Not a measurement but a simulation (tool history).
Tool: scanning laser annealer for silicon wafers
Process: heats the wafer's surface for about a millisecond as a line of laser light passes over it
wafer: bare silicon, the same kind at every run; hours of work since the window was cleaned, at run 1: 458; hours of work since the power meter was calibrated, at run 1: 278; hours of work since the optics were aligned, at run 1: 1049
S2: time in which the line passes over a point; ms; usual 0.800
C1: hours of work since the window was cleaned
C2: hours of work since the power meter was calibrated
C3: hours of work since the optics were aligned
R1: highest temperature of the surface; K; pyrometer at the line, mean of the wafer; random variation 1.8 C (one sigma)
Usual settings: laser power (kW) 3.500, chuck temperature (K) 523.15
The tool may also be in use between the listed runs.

run 1 hour=0.0 | laser_power_(kW)=3.500 S2=0.800 chuck_temperature_(K)=523.15 | C1=458 C2=278 C3=1049 | R1=1343.15
run 2 hour=22.6 | laser_power_(kW)=3.500 S2=0.800 chuck_temperature_(K)=523.15 | C1=467 C2=287 C3=1058 | R1=1337.15
run 3 hour=33.5 | laser_power_(kW)=3.500 S2=0.800 chuck_temperature_(K)=560.15 | C1=471 C2=292 C3=1062 | R1=1377.15
run 4 hour=48.8 | laser_power_(kW)=3.500 S2=0.800 chuck_temperature_(K)=560.15 | C1=478 C2=298 C3=1069 | R1=1378.15
run 5 hour=62.6 | laser_power_(kW)=2.987 S2=0.800 chuck_temperature_(K)=523.15 | C1=483 C2=304 C3=1074 | R1=1227.15
run 6 hour=80.9 | laser_power_(kW)=3.500 S2=0.576 chuck_temperature_(K)=523.15 | C1=491 C2=311 C3=1082 | R1=1211.15
run 7 hour=93.0 | laser_power_(kW)=3.500 S2=0.576 chuck_temperature_(K)=523.15 | C1=496 C2=316 C3=1087 | R1=1206.15
run 8 hour=110.9 | laser_power_(kW)=3.500 S2=0.576 chuck_temperature_(K)=523.15 | C1=503 C2=323 C3=1094 | R1=1205.15
run 9 hour=124.7 | laser_power_(kW)=3.584 S2=0.915 chuck_temperature_(K)=494.15 | C1=509 C2=329 C3=1100 | R1=1395.15
-- hour=135.8 window over the wafer cleaned
run 10 hour=137.1 | laser_power_(kW)=3.810 S2=0.589 chuck_temperature_(K)=546.15 | C1=1 C2=333 C3=1104 | R1=1298.15
run 11 hour=146.6 | laser_power_(kW)=3.775 S2=0.779 chuck_temperature_(K)=523.15 | C1=4 C2=337 C3=1108 | R1=1386.15
run 12 hour=168.1 | laser_power_(kW)=3.775 S2=0.779 chuck_temperature_(K)=523.15 | C1=13 C2=346 C3=1117 | R1=1388.15
run 13 hour=190.4 | laser_power_(kW)=3.318 S2=0.800 chuck_temperature_(K)=523.15 | C1=22 C2=355 C3=1126 | R1=1305.15
run 14 hour=202.4 | laser_power_(kW)=3.463 S2=0.973 chuck_temperature_(K)=526.15 | C1=27 C2=360 C3=1131 | R1=1432.15
run 15 hour=214.3 | laser_power_(kW)=3.412 S2=0.707 chuck_temperature_(K)=542.15 | C1=32 C2=365 C3=1136 | R1=1288.15

Forecast each of these 5 alternatives for the next run:
run A hour=236.1 | laser_power_(kW)=3.717 S2=0.851 chuck_temperature_(K)=556.15 | C1=41 C2=374 C3=1145 | R1=?
run B hour=236.1 | laser_power_(kW)=3.029 S2=0.646 chuck_temperature_(K)=522.15 | C1=41 C2=374 C3=1145 | R1=?
run C hour=236.1 | laser_power_(kW)=3.002 S2=0.579 chuck_temperature_(K)=483.15 | C1=41 C2=374 C3=1145 | R1=?
run D hour=236.1 | laser_power_(kW)=3.500 S2=0.680 chuck_temperature_(K)=523.15 | C1=41 C2=374 C3=1145 | R1=?
run E hour=236.1 | laser_power_(kW)=3.308 S2=0.707 chuck_temperature_(K)=542.15 | C1=41 C2=374 C3=1145 | R1=?

run=A R1=1449.15
run=B R1=1157.15
run=C R1=1075.15
run=D R1=1274.15
run=E R1=1266.15
Without the tool's hidden state the same runs would have given:
run=A R1=1449.15
run=B R1=1157.15
run=C R1=1075.15
run=D R1=1275.15
run=E R1=1267.15
